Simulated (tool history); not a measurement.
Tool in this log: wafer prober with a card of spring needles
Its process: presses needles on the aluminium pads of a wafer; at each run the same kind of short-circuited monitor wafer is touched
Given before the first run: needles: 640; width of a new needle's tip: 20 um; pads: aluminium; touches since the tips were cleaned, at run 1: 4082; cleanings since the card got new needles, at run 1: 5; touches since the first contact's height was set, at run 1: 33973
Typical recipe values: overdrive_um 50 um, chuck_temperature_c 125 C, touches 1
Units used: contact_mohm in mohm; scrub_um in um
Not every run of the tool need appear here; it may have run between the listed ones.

| run | hour | overdrive_um | chuck_temperature_c | touches | touches since the tips were cleaned | cleanings since the card got new needles | touches since the first contact's height was set | contact_mohm | scrub_um |
|---|---|---|---|---|---|---|---|---|---|
| 1 | 0.0 | 50 | 125 | 1 | 4082 | 5 | 33973 | 258 | 12.00 |
|  | 7.8 | tips cleaned on abrasive film |
|  | 30.6 | tips cleaned on abrasive film |
| 2 | 33.0 | 50 | 125 | 1 | 702 | 7 | 43475 | 233 | 11.80 |
|  | 50.4 | tips cleaned on abrasive film |
|  | 70.4 | tips cleaned on abrasive film |
| 3 | 70.4 | 50 | 121 | 1 | 0 | 9 | 54217 | 216 | 12.03 |
|  | 90.6 | tips cleaned on abrasive film |
| 4 | 91.1 | 50 | 121 | 1 | 119 | 10 | 60177 | 222 | 11.91 |
|  | 111.2 | tips cleaned on abrasive film |
| 5 | 122.8 | 50 | 121 | 1 | 3374 | 11 | 69337 | 254 | 12.04 |
|  | 131.6 | tips cleaned on abrasive film |
|  | 152.9 | tips cleaned on abrasive film |
| 6 | 161.7 | 50 | 110 | 1 | 2566 | 13 | 80538 | 244 | 11.96 |
|  | 172.5 | tips cleaned on abrasive film |
| 7 | 182.3 | 50 | 125 | 1 | 2836 | 14 | 86463 | 251 | 12.01 |
|  | 192.6 | tips cleaned on abrasive film |
|  | 213.4 | tips cleaned on abrasive film |
| 8 | 225.0 | 50 | 125 | 1 | 3339 | 16 | 98748 | 254 | 11.84 |
|  | 233.1 | tips cleaned on abrasive film |
| 9 | 251.9 | 39 | 72 | 3 | 5446 | 17 | 106524 | 243 | 9.18 |
|  | 255.0 | tips cleaned on abrasive film |
|  | 274.8 | tips cleaned on abrasive film |
| 10 | 293.0 | 50 | 89 | 1 | 5270 | 19 | 118344 | 257 | 11.86 |
|  | 295.9 | tips cleaned on abrasive film |
|  | 317.1 | tips cleaned on abrasive film |
| 11 | 317.1 | 50 | 89 | 1 | 0 | 21 | 125276 | 214 | 11.84 |
|  | 319.3 | height of the first contact set anew |
|  | 339.3 | tips cleaned on abrasive film |
| 12 | 351.7 | 50 | 89 | 1 | 3579 | 22 | 9350 | 255 | 11.61 |
|  | 359.9 | tips cleaned on abrasive film |
| 13 | 378.6 | 34 | 125 | 2 | 5403 | 23 | 17103 | 291 | 7.78 |
|  | 381.2 | tips cleaned on abrasive film |
|  | 402.4 | tips cleaned on abrasive film |
|  | 406.3 | height of the first contact set anew, once more |
| 14 | 420.9 | 34 | 125 | 2 | 5272 | 25 | 4231 | 281 | 8.27 |
|  | 423.4 | tips cleaned on abrasive film |
|  | 444.1 | tips cleaned on abrasive film |
| 15 | 462.5 | 34 | 125 | 2 | 5317 | 27 | 16213 | 285 | 8.29 |

Consider 4 possible next runs. They are alternatives, not a sequence: every one starts from the tool as it was left by run 15. What does each give?
|  | 466.4 | tips cleaned on abrasive film |
|  | 489.0 | tips cleaned on abrasive film |
| A | 500.9 | 31 | 56 | 2 | 3438 | 29 | 27247 | ? | ? |
|  | 466.4 | tips cleaned on abrasive film |
|  | 489.0 | tips cleaned on abrasive film |
| B | 500.9 | 52 | 38 | 2 | 3438 | 29 | 27247 | ? | ? |
|  | 466.4 | tips cleaned on abrasive film |
|  | 489.0 | tips cleaned on abrasive film |
| C | 500.9 | 50 | 72 | 1 | 3438 | 29 | 27247 | ? | ? |
|  | 466.4 | tips cleaned on abrasive film |
|  | 489.0 | tips cleaned on abrasive film |
| D | 500.9 | 37 | 125 | 2 | 3438 | 29 | 27247 | ? | ? |

| run | contact_mohm | scrub_um |
|---|---|---|
| A | 281 | 7.63 |
| B | 223 | 12.61 |
| C | 247 | 12.12 |
| D | 265 | 8.99 |
Had the tool no hidden state, the same runs would have come out as:
| run | contact_mohm | scrub_um |
|---|---|---|
| A | 218 | 7.71 |
| B | 198 | 12.68 |
| C | 205 | 12.19 |
| D | 225 | 9.06 |
